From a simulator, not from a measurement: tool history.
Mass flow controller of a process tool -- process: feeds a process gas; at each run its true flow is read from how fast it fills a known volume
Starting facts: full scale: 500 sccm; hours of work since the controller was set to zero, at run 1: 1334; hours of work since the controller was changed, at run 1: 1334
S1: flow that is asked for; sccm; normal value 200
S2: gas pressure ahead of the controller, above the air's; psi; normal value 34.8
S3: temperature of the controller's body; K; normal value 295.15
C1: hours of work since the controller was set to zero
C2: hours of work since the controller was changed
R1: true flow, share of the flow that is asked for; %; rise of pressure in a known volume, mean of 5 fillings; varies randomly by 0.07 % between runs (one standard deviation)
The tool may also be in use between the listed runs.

run	hour	S1	S2	S3	C1	C2	R1
1	0	200	34.8	295.15	1334	1334	96.72
2	90.5	200	20.6	295.15	1366	1366	97.3
3	182.6	200	34.8	295.15	1398	1398	96.59
4	281.7	200	34.8	295.15	1432	1432	96.5
5	456.9	200	34.8	295.15	1493	1493	96.64
6	627.8	200	34.8	295.15	1553	1553	96.4
7	726	200	34.8	295.15	1587	1587	96.4
8	823.8	200	34.8	295.15	1621	1621	96.33
9	923.8	200	34.8	295.15	1656	1656	96.44
10	1012.6	365	34.8	309.15	1687	1687	99.31
11	1100.7	365	34.8	309.15	1718	1718	99.38
12	1234	200	25.2	308.15	1764	1764	98.33
13	1379.1	200	25.2	308.15	1815	1815	98.35
14	1499.4	118	36	299.15	1857	1857	95.54
15	1680.8	101	34.8	310.15	1920	1920	96.64

Here are 5 independent what-if runs from the current tool condition. What would each one return?
A	1850.7	200	36.1	293.15	1979	1979	?
B	1850.7	200	34.8	300.15	1979	1979	?
C	1850.7	200	34.7	306.15	1979	1979	?
D	1850.7	101	33.6	296.15	1979	1979	?
E	1850.7	424	28.6	302.15	1979	1979	?

run	R1
A	95.96
B	96.77
C	97.56
D	94.82
E	99.08
With the hidden condition removed and each run's random variation left untouched, the same runs would have given:
run	R1
A	97.35
B	98.16
C	98.95
D	97.14
E	99.96
